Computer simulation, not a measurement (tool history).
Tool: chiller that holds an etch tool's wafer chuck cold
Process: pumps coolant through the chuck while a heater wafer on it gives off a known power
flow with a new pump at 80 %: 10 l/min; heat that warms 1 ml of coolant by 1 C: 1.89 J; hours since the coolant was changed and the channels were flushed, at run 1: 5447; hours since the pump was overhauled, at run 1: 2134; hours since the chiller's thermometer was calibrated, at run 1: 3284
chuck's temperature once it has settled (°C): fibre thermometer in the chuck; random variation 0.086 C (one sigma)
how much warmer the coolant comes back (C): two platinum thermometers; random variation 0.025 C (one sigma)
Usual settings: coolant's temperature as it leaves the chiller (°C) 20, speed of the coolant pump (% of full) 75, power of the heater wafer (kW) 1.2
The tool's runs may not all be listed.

| run | hour | coolant's temperature as it leaves the chiller (°C) | speed of the coolant pump (% of full) | power of the heater wafer (kW) | hours since the coolant was changed and the channels were flushed | hours since the pump was overhauled | hours since the chiller's thermometer was calibrated | chuck's temperature once it has settled (°C) | how much warmer the coolant comes back (C) |
|---|---|---|---|---|---|---|---|---|---|
| 1 | 0 | 20 | 75 | 1.2 | 5447 | 2134 | 3284 | 29.77 | 4.22 |
| 2 | 51.7 | 20 | 75 | 1.2 | 5499 | 2186 | 3335 | 29.77 | 4.22 |
| 3 | 115.2 | 20 | 75 | 1.173 | 5563 | 2249 | 3399 | 29.69 | 4.12 |
| 4 | 174 | 29 | 75 | 1.2 | 5621 | 2308 | 3458 | 38.86 | 4.25 |
| 5 | 213 | 29 | 75 | 1.2 | 5660 | 2347 | 3497 | 38.96 | 4.28 |
| 6 | 273.1 | 20 | 75 | 1.2 | 5721 | 2407 | 3557 | 30.14 | 4.26 |
| 7 | 333.3 | 20 | 75 | 1.2 | 5781 | 2467 | 3617 | 29.74 | 4.25 |
| 8 | 381.7 | 20 | 75 | 1.2 | 5829 | 2516 | 3665 | 30.07 | 4.15 |
| 9 | 423 | 20 | 85 | 1.2 | 5870 | 2557 | 3707 | 28.83 | 3.69 |
| 10 | 469.1 | 20 | 75 | 1.2 | 5916 | 2603 | 3753 | 29.87 | 4.25 |
| 11 | 528.9 | 20 | 75 | 1.2 | 5976 | 2663 | 3812 | 29.99 | 4.23 |
| 12 | 603.2 | 20 | 75 | 1.545 | 6051 | 2737 | 3887 | 33.02 | 5.41 |
| 13 | 648.4 | 20 | 74 | 1.545 | 6096 | 2782 | 3932 | 33.3 | 5.58 |
| 14 | 700.6 | 20 | 74 | 1.043 | 6148 | 2835 | 3984 | 28.74 | 3.77 |
| 15 | 738 | 20 | 67 | 1.043 | 6185 | 2872 | 4022 | 29.85 | 4.21 |
|  | 756.7 | coolant changed, channels flushed |
| 16 | 810.4 | 20 | 67 | 1.043 | 54 | 2938 | 4088 | 28.3 | 4.23 |
|  | 848.2 | chiller's thermometer calibrated |
| 17 | 848.5 | 20 | 67 | 1.043 | 91 | 2975 | 0 | 29.07 | 4.22 |
| 18 | 881.7 | 20 | 67 | 1.043 | 124 | 3009 | 33 | 29.14 | 4.22 |
| 19 | 917.3 | 14 | 75 | 0.816 | 160 | 3044 | 69 | 20.45 | 2.89 |
| 20 | 951.4 | 17 | 72 | 1.288 | 194 | 3078 | 103 | 27.53 | 4.82 |
| 21 | 992.8 | 17 | 87 | 1.288 | 235 | 3120 | 145 | 25.63 | 3.87 |
| 22 | 1028.9 | 27 | 97 | 1.2 | 271 | 3156 | 181 | 34.24 | 3.2 |
| 23 | 1090.3 | 23 | 79 | 1.2 | 333 | 3217 | 242 | 31.93 | 4.06 |
| 24 | 1169.6 | 26 | 61 | 1.2 | 412 | 3297 | 321 | 37.69 | 5.4 |
| 25 | 1206.4 | 20 | 74 | 1.573 | 449 | 3333 | 358 | 32.57 | 5.62 |
| 26 | 1238.7 | 15 | 75 | 1.063 | 481 | 3366 | 390 | 23.41 | 3.81 |
| 27 | 1306.2 | 15 | 75 | 1.063 | 548 | 3433 | 458 | 23.41 | 3.82 |
| 28 | 1382.4 | 14 | 75 | 1.121 | 625 | 3509 | 534 | 22.83 | 4.02 |
| 29 | 1458.8 | 14 | 93 | 0.851 | 701 | 3586 | 611 | 19.59 | 2.37 |
| 30 | 1495.9 | 11 | 73 | 1.611 | 738 | 3623 | 648 | 24.13 | 5.96 |
| 31 | 1547.6 | 11 | 73 | 1.611 | 790 | 3675 | 699 | 24.11 | 5.96 |

5 ways to go on from here, each from the tool as it stands after run 31. What would each give?
| A | 1623.4 | 29 | 94 | 1.617 | 866 | 3750 | 775 | ? | ? |
| B | 1623.4 | 13 | 73 | 1.634 | 866 | 3750 | 775 | ? | ? |
| C | 1623.4 | 17 | 75 | 1.2 | 866 | 3750 | 775 | ? | ? |
| D | 1623.4 | 30 | 63 | 1.611 | 866 | 3750 | 775 | ? | ? |
| E | 1623.4 | 21 | 92 | 1.646 | 866 | 3750 | 775 | ? | ? |

| run | chuck's temperature once it has settled (°C) | how much warmer the coolant comes back (C) |
|---|---|---|
| A | 39.18 | 4.48 |
| B | 26.15 | 6.03 |
| C | 26.43 | 4.3 |
| D | 45.39 | 7.1 |
| E | 31.49 | 4.71 |
Without the tool's hidden state the same runs would have given:
| run | chuck's temperature once it has settled (°C) | how much warmer the coolant comes back (C) |
|---|---|---|
| A | 38.64 | 4.28 |
| B | 25.42 | 5.75 |
| C | 25.94 | 4.1 |
| D | 44.54 | 6.77 |
| E | 30.93 | 4.49 |

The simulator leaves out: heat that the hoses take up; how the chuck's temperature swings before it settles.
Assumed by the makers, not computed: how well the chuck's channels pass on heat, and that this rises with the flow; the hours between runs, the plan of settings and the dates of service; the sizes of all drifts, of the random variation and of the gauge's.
